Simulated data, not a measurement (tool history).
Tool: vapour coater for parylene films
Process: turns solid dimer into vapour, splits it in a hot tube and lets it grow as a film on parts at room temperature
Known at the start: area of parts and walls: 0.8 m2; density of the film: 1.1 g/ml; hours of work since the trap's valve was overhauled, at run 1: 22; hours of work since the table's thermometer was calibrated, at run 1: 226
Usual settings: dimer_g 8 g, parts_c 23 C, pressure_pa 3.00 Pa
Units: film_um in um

run	day	dimer_g	parts_c	pressure_pa	hours of work since the trap's valve was overhauled	hours of work since the table's thermometer was calibrated	film_um
1	0.000	8	23	3.00	22	226	5.54
2	0.592	5	23	3.00	31	236	3.53
3	1.479	5	19	3.00	45	250	4.07
4	2.425	5	19	3.00	60	265	4.06
5	3.171	5	19	3.00	72	277	4.05
6	3.788	8	16	3.00	82	287	7.15
7	4.388	8	23	3.00	92	296	5.50
8	5.296	8	23	3.00	106	311	5.56
9	6.092	8	23	3.00	119	323	5.47
10	6.908	3	23	3.00	132	336	2.05
11	7.504	3	23	3.00	141	346	2.08
12	8.383	3	23	3.00	155	360	2.08
13	8.808	8	23	8.05	162	367	4.68
14	9.700	8	23	8.05	176	381	4.65
15	10.092	8	23	8.05	182	387	4.55
16	10.650	4	23	3.00	191	396	2.79
17	11.558	8	23	3.00	206	410	5.54
18	12.450	8	28	3.00	220	424	4.58
19	13.188	8	28	3.00	232	436	4.61
20	13.733	8	28	3.00	240	445	4.58
21	14.654	8	23	3.00	255	459	5.47
22	15.412	3	23	3.00	267	472	2.06
23	15.967	3	23	3.00	276	480	2.08
24	16.746	3	23	3.00	288	493	2.06
25	17.442	8	27	6.87	299	504	4.04
26	18.346	8	18	9.24	314	518	5.41
27	19.271	6	16	2.23	328	533	5.70
28	20.075	3	30	3.38	341	546	1.58
29	20.933	8	32	3.00	355	559	3.89
30	21.721	7	19	3.00	367	572	5.60
31	22.271	7	25	2.10	376	581	4.87
32	22.871	7	25	2.10	386	590	4.70
33	23.633	7	25	3.42	398	602	4.41
34	24.283	11	30	3.42	408	613	5.69
35	24.671	5	23	3.00	414	619	3.45
36	25.179	5	23	6.53	422	627	2.93
37	25.825	7	23	3.00	433	637	4.83
38	26.533	8	23	5.53	444	648	4.83
39	27.171	8	23	5.53	454	658	4.89
40	27.842	6	19	7.86	465	669	3.98
41	28.379	9	34	10.11	473	678	3.29
42	29.121	13	28	3.71	485	689	7.16
43	29.512	8	20	3.71	491	696	5.99
44	29.917	8	20	3.71	498	702	5.98
45	30.650	11	16	2.92	509	714	9.86
46	31.250	13	16	4.45	519	723	11.05
47	32.121	11	16	3.59	533	737	9.55
48	32.917	11	16	2.57	545	750	10.21

4 ways to go on from here, each from the tool as it stands after run 48. What would each give?
A	33.346	12	29	2.75	552	757	?
B	33.346	8	23	4.12	552	757	?
C	33.346	4	22	4.38	552	757	?
D	33.346	9	23	3.00	552	757	?

run	film_um
A	6.57
B	5.19
C	2.70
D	6.23
Without the tool's hidden state the same runs would have given:
run	film_um
A	6.62
B	5.23
C	2.72
D	6.28

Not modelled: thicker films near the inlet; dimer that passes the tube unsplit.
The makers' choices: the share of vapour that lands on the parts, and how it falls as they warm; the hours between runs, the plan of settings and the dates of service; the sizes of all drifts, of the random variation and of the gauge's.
